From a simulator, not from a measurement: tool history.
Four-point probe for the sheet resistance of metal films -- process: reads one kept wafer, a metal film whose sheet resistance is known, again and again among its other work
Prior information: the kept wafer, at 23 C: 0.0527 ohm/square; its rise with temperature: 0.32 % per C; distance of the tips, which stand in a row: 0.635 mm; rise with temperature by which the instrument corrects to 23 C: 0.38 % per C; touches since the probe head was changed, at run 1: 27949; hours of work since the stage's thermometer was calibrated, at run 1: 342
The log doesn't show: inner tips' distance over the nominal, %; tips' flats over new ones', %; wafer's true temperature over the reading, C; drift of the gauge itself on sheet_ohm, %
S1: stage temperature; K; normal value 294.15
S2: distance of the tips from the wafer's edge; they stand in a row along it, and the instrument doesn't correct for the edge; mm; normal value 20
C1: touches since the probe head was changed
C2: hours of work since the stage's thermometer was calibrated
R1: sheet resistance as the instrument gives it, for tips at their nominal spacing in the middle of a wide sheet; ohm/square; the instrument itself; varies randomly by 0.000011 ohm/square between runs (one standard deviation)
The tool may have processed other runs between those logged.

| run | hour | S1 | S2 | C1 | C2 | R1 |
|---|---|---|---|---|---|---|
| 1 | 0.0 | 294.15 | 20 | 27949 | 342 | 0.052557 |
| 2 | 18.3 | 296.15 | 20 | 28262 | 350 | 0.052503 |
| 3 | 41.2 | 296.15 | 20 | 28652 | 360 | 0.052507 |
| 4 | 60.1 | 296.15 | 20 | 28973 | 368 | 0.052518 |
| 5 | 71.9 | 296.15 | 11 | 29175 | 373 | 0.052561 |
| 6 | 93.2 | 296.15 | 11 | 29538 | 383 | 0.052556 |
| 7 | 115.6 | 294.15 | 20 | 29920 | 392 | 0.052577 |
| 8 | 134.2 | 299.15 | 20 | 30236 | 400 | 0.052405 |
| 9 | 144.7 | 294.15 | 9 | 30415 | 405 | 0.052685 |
| 10 | 167.2 | 294.15 | 9 | 30799 | 415 | 0.052682 |
| 11 | 185.5 | 294.15 | 20 | 31111 | 423 | 0.052553 |
| 12 | 198.8 | 294.15 | 20 | 31338 | 428 | 0.052569 |
| 13 | 210.9 | 294.15 | 3 | 31544 | 434 | 0.053761 |
| 14 | 226.6 | 294.15 | 3 | 31811 | 440 | 0.053781 |
| 15 | 241.0 | 294.15 | 3 | 32056 | 447 | 0.053766 |
| 16 | 259.2 | 294.15 | 3 | 32367 | 455 | 0.053762 |
| 17 | 272.9 | 292.15 | 72 | 32600 | 461 | 0.052601 |
| 18 | 296.2 | 291.15 | 14 | 32997 | 471 | 0.052681 |
| 19 | 318.3 | 295.15 | 14 | 33374 | 480 | 0.052540 |
| 20 | 339.3 | 295.15 | 14 | 33733 | 489 | 0.052546 |

Predict the results of run 21:
| 21 | 356.6 | 307.15 | 4 | 34027 | 497 | ? |

Run 21 gave R1 0.052826 ohm/square.
Minus the tool's unlogged condition, the same run would have read R1 0.053072 ohm/square.

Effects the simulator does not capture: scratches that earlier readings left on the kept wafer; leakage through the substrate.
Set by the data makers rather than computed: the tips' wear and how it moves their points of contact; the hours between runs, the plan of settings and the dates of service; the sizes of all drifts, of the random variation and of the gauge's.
